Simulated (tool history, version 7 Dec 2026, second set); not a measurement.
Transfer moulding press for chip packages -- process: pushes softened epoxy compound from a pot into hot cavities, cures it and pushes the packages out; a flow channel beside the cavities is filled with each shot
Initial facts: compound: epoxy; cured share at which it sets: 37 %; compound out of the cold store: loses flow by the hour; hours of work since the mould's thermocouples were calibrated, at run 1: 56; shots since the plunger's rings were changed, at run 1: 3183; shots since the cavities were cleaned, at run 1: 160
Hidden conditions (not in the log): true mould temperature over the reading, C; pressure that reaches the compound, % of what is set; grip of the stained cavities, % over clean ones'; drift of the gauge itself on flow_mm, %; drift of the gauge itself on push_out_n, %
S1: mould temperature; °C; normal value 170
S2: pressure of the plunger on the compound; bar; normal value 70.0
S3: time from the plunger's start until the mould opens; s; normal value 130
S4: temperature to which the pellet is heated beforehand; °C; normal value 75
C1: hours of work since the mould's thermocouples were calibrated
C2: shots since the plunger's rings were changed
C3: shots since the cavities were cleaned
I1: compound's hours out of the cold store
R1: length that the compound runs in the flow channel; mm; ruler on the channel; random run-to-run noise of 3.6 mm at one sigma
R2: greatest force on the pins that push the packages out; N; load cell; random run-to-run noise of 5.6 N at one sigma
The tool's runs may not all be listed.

{"run": 1, "hour": 0.0, "S1": 170, "S2": 70.0, "S3": 130, "S4": 75, "C1": 56, "C2": 3183, "C3": 160, "I1": 33.8, "R1": 671, "R2": 244}
{"run": 2, "hour": 15.7, "S1": 170, "S2": 70.0, "S3": 164, "S4": 75, "C1": 66, "C2": 3341, "C3": 318, "I1": 45.1, "R1": 645, "R2": 252}
{"run": 3, "hour": 32.7, "S1": 170, "S2": 70.0, "S3": 130, "S4": 75, "C1": 78, "C2": 3513, "C3": 490, "I1": 27.6, "R1": 690, "R2": 299}
{"run": 4, "hour": 46.9, "S1": 170, "S2": 70.0, "S3": 130, "S4": 75, "C1": 87, "C2": 3655, "C3": 632, "I1": 47.2, "R1": 633, "R2": 319}
{"hour": 61.9, "done": "plunger's sealing rings changed"}
{"run": 5, "hour": 66.1, "S1": 170, "S2": 70.0, "S3": 130, "S4": 75, "C1": 98, "C2": 42, "C3": 800, "I1": 20.5, "R1": 765, "R2": 337}
{"hour": 70.5, "done": "cavities cleaned with cleaning compound and waxed"}
{"run": 6, "hour": 81.5, "S1": 170, "S2": 70.0, "S3": 130, "S4": 75, "C1": 107, "C2": 182, "C3": 111, "I1": 17.4, "R1": 776, "R2": 230}
{"run": 7, "hour": 91.1, "S1": 170, "S2": 70.0, "S3": 130, "S4": 75, "C1": 114, "C2": 278, "C3": 207, "I1": 44.7, "R1": 685, "R2": 256}
{"run": 8, "hour": 107.9, "S1": 170, "S2": 70.0, "S3": 130, "S4": 75, "C1": 125, "C2": 447, "C3": 376, "I1": 44.9, "R1": 686, "R2": 283}
{"run": 9, "hour": 122.3, "S1": 170, "S2": 70.0, "S3": 130, "S4": 75, "C1": 135, "C2": 593, "C3": 522, "I1": 14.5, "R1": 776, "R2": 314}
{"run": 10, "hour": 132.6, "S1": 166, "S2": 70.0, "S3": 130, "S4": 75, "C1": 141, "C2": 696, "C3": 625, "I1": 9.7, "R1": 809, "R2": 421}
{"run": 11, "hour": 142.1, "S1": 166, "S2": 70.0, "S3": 130, "S4": 75, "C1": 148, "C2": 791, "C3": 720, "I1": 36.4, "R1": 721, "R2": 390}
{"hour": 154.5, "done": "cavities cleaned with cleaning compound and waxed"}
{"run": 12, "hour": 158.5, "S1": 170, "S2": 70.0, "S3": 130, "S4": 79, "C1": 158, "C2": 942, "C3": 41, "I1": 30.4, "R1": 726, "R2": 203}
{"run": 13, "hour": 170.3, "S1": 170, "S2": 70.0, "S3": 149, "S4": 79, "C1": 166, "C2": 1060, "C3": 159, "I1": 46.3, "R1": 672, "R2": 210}
{"run": 14, "hour": 178.6, "S1": 170, "S2": 70.0, "S3": 149, "S4": 79, "C1": 171, "C2": 1144, "C3": 243, "I1": 24.1, "R1": 738, "R2": 253}
{"run": 15, "hour": 194.7, "S1": 170, "S2": 81.3, "S3": 149, "S4": 71, "C1": 182, "C2": 1306, "C3": 405, "I1": 19.3, "R1": 817, "R2": 277}
{"run": 16, "hour": 209.5, "S1": 170, "S2": 81.3, "S3": 149, "S4": 71, "C1": 192, "C2": 1455, "C3": 554, "I1": 38.3, "R1": 743, "R2": 289}
{"run": 17, "hour": 223.5, "S1": 174, "S2": 70.0, "S3": 130, "S4": 67, "C1": 201, "C2": 1595, "C3": 694, "I1": 13.7, "R1": 746, "R2": 303}
{"run": 18, "hour": 232.6, "S1": 174, "S2": 70.0, "S3": 130, "S4": 67, "C1": 207, "C2": 1687, "C3": 786, "I1": 45.6, "R1": 647, "R2": 317}
{"hour": 239.5, "done": "cavities cleaned with cleaning compound and waxed"}
{"run": 19, "hour": 252.5, "S1": 170, "S2": 56.4, "S3": 130, "S4": 75, "C1": 219, "C2": 1872, "C3": 131, "I1": 17.0, "R1": 672, "R2": 248}
{"run": 20, "hour": 264.2, "S1": 170, "S2": 61.2, "S3": 130, "S4": 76, "C1": 227, "C2": 1990, "C3": 249, "I1": 37.3, "R1": 642, "R2": 276}
{"run": 21, "hour": 281.1, "S1": 170, "S2": 76.2, "S3": 130, "S4": 75, "C1": 238, "C2": 2160, "C3": 419, "I1": 43.6, "R1": 693, "R2": 305}
{"run": 22, "hour": 290.8, "S1": 170, "S2": 70.0, "S3": 157, "S4": 75, "C1": 245, "C2": 2257, "C3": 516, "I1": 40.8, "R1": 674, "R2": 282}
{"run": 23, "hour": 309.1, "S1": 170, "S2": 70.0, "S3": 157, "S4": 75, "C1": 257, "C2": 2442, "C3": 701, "I1": 17.2, "R1": 750, "R2": 298}
{"hour": 324.5, "done": "cavities cleaned with cleaning compound and waxed"}
{"run": 24, "hour": 329.7, "S1": 175, "S2": 70.0, "S3": 157, "S4": 75, "C1": 270, "C2": 2633, "C3": 52, "I1": 30.7, "R1": 679, "R2": 189}
{"run": 25, "hour": 346.3, "S1": 174, "S2": 62.8, "S3": 130, "S4": 84, "C1": 281, "C2": 2801, "C3": 220, "I1": 41.5, "R1": 613, "R2": 241}
{"run": 26, "hour": 361.0, "S1": 174, "S2": 62.8, "S3": 130, "S4": 84, "C1": 291, "C2": 2948, "C3": 367, "I1": 44.8, "R1": 608, "R2": 270}
{"run": 27, "hour": 374.4, "S1": 163, "S2": 56.0, "S3": 141, "S4": 74, "C1": 300, "C2": 3084, "C3": 503, "I1": 28.3, "R1": 652, "R2": 414}
{"run": 28, "hour": 384.3, "S1": 170, "S2": 60.0, "S3": 130, "S4": 80, "C1": 306, "C2": 3183, "C3": 602, "I1": 46.1, "R1": 601, "R2": 322}

What if the next run were any one of these 4? Each begins from the tool's condition after run 28:
{"run": "A", "hour": 397.6, "S1": 168, "S2": 60.0, "S3": 130, "S4": 67, "C1": 315, "C2": 3317, "C3": 736, "I1": 11.9, "R1": "?", "R2": "?"}
{"run": "B", "hour": 397.6, "S1": 172, "S2": 70.0, "S3": 130, "S4": 75, "C1": 315, "C2": 3317, "C3": 736, "I1": 15.8, "R1": "?", "R2": "?"}
{"run": "C", "hour": 397.6, "S1": 168, "S2": 84.3, "S3": 117, "S4": 75, "C1": 315, "C2": 3317, "C3": 736, "I1": 23.8, "R1": "?", "R2": "?"}
{"run": "D", "hour": 397.6, "S1": 170, "S2": 72.0, "S3": 134, "S4": 77, "C1": 315, "C2": 3317, "C3": 736, "I1": 43.1, "R1": "?", "R2": "?"}

run=A R1=701 R2=384
run=B R1=726 R2=313
run=C R1=789 R2=429
run=D R1=656 R2=329
Take away the tool's hidden state, keep each run's random variation, and the runs would have read:
run=A R1=748 R2=212
run=B R1=774 R2=175
run=C R1=842 R2=236
run=D R1=700 R2=188
